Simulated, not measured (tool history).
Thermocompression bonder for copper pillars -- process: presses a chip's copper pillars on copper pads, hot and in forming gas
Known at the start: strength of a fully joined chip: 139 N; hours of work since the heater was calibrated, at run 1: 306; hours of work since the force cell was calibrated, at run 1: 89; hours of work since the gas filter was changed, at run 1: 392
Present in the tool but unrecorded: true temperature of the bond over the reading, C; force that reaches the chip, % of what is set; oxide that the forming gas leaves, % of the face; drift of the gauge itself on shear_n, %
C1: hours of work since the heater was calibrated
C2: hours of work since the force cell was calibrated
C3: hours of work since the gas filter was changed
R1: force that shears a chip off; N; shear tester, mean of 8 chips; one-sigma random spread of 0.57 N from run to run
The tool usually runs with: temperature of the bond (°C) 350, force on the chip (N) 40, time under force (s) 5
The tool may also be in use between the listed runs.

Run 1, hour 0.0: usual settings; C1 306; C2 89; C3 392. Result: R1 90.0 N.
Run 2, hour 14.2: usual settings; C1 315; C2 98; C3 401. Result: R1 88.3 N.
Run 3, hour 31.4: usual settings; C1 325; C2 108; C3 411. Result: R1 89.0 N.
Run 4, hour 47.4: usual settings; C1 335; C2 118; C3 421. Result: R1 89.6 N.
Run 5, hour 68.8: usual settings; C1 347; C2 131; C3 434. Result: R1 88.5 N.
Run 6, hour 88.0: usual settings; C1 359; C2 142; C3 445. Result: R1 88.8 N.
At hour 91.7: heater calibrated with a thermocouple chip.
Run 7, hour 101.4: usual settings but time under force (s) 3; C1 6; C2 149; C3 452. Result: R1 77.4 N.
Run 8, hour 115.0: usual settings but time under force (s) 3; C1 14; C2 157; C3 460. Result: R1 77.0 N.

Predict the results of run 9:
Run 9, hour 132.2: usual settings but time under force (s) 3; C1 24; C2 168; C3 470. Result: R1 ?.

R1: 75.9 N
If the tool had no hidden condition, the same run with the same run-to-run variation would have returned R1 83.2 N.
